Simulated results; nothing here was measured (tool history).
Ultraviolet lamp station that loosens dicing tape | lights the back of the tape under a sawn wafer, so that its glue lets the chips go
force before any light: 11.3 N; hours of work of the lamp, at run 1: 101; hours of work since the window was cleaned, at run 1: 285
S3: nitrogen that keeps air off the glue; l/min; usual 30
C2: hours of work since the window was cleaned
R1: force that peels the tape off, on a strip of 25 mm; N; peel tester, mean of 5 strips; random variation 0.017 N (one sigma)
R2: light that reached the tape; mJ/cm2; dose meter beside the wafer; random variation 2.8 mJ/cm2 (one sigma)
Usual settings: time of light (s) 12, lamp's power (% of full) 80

run 1 hour=0 | time_of_light_(s)=12 lamp's_power_(%_of_full)=80 S3=30 | hours_of_work_of_the_lamp=101 C2=285 | R1=0.94 R2=357
run 2 hour=4 | time_of_light_(s)=12 lamp's_power_(%_of_full)=80 S3=30 | hours_of_work_of_the_lamp=103 C2=287 | R1=0.982 R2=351
run 3 hour=11.7 | time_of_light_(s)=12 lamp's_power_(%_of_full)=81 S3=30 | hours_of_work_of_the_lamp=107 C2=291 | R1=0.933 R2=354
run 4 hour=15.6 | time_of_light_(s)=7 lamp's_power_(%_of_full)=81 S3=30 | hours_of_work_of_the_lamp=109 C2=293 | R1=2.541 R2=209
run 5 hour=22.3 | time_of_light_(s)=12 lamp's_power_(%_of_full)=80 S3=30 | hours_of_work_of_the_lamp=113 C2=297 | R1=0.977 R2=345
run 6 hour=26.5 | time_of_light_(s)=12 lamp's_power_(%_of_full)=73 S3=30 | hours_of_work_of_the_lamp=115 C2=299 | R1=1.17 R2=319
run 7 hour=30.4 | time_of_light_(s)=12 lamp's_power_(%_of_full)=73 S3=30 | hours_of_work_of_the_lamp=117 C2=301 | R1=1.177 R2=321
run 8 hour=35.5 | time_of_light_(s)=12 lamp's_power_(%_of_full)=64 S3=30 | hours_of_work_of_the_lamp=120 C2=304 | R1=1.563 R2=285
run 9 hour=40.4 | time_of_light_(s)=12 lamp's_power_(%_of_full)=64 S3=30 | hours_of_work_of_the_lamp=123 C2=307 | R1=1.566 R2=279
run 10 hour=48.5 | time_of_light_(s)=8 lamp's_power_(%_of_full)=68 S3=18 | hours_of_work_of_the_lamp=127 C2=311 | R1=3.493 R2=197
run 11 hour=53 | time_of_light_(s)=8 lamp's_power_(%_of_full)=68 S3=18 | hours_of_work_of_the_lamp=129 C2=314 | R1=3.41 R2=196
run 12 hour=60.5 | time_of_light_(s)=12 lamp's_power_(%_of_full)=64 S3=12 | hours_of_work_of_the_lamp=133 C2=318 | R1=2.792 R2=281
run 13 hour=69.4 | time_of_light_(s)=10 lamp's_power_(%_of_full)=75 S3=23 | hours_of_work_of_the_lamp=138 C2=323 | R1=1.941 R2=270
run 14 hour=75.2 | time_of_light_(s)=6 lamp's_power_(%_of_full)=80 S3=20 | hours_of_work_of_the_lamp=141 C2=326 | R1=3.958 R2=176
run 15 hour=84 | time_of_light_(s)=6 lamp's_power_(%_of_full)=80 S3=20 | hours_of_work_of_the_lamp=146 C2=331 | R1=3.814 R2=171
run 16 hour=92.6 | time_of_light_(s)=11 lamp's_power_(%_of_full)=80 S3=13 | hours_of_work_of_the_lamp=151 C2=335 | R1=2.267 R2=318
run 17 hour=99.7 | time_of_light_(s)=16 lamp's_power_(%_of_full)=62 S3=30 | hours_of_work_of_the_lamp=155 C2=339 | R1=0.985 R2=354

3 ways to go on from here, each from the tool as it stands after run 17. What would each give?
run A hour=105.3 | time_of_light_(s)=10 lamp's_power_(%_of_full)=71 S3=40 | hours_of_work_of_the_lamp=158 C2=342 | R1=? R2=?
run B hour=105.3 | time_of_light_(s)=10 lamp's_power_(%_of_full)=92 S3=28 | hours_of_work_of_the_lamp=158 C2=342 | R1=? R2=?
run C hour=105.3 | time_of_light_(s)=6 lamp's_power_(%_of_full)=90 S3=27 | hours_of_work_of_the_lamp=158 C2=342 | R1=? R2=?

run=A R1=1.491 R2=255
run=B R1=1.184 R2=330
run=C R1=2.969 R2=195
Without the tool's hidden state the same runs would have given:
run=A R1=1.204 R2=284
run=B R1=0.94 R2=368
run=C R1=2.555 R2=217
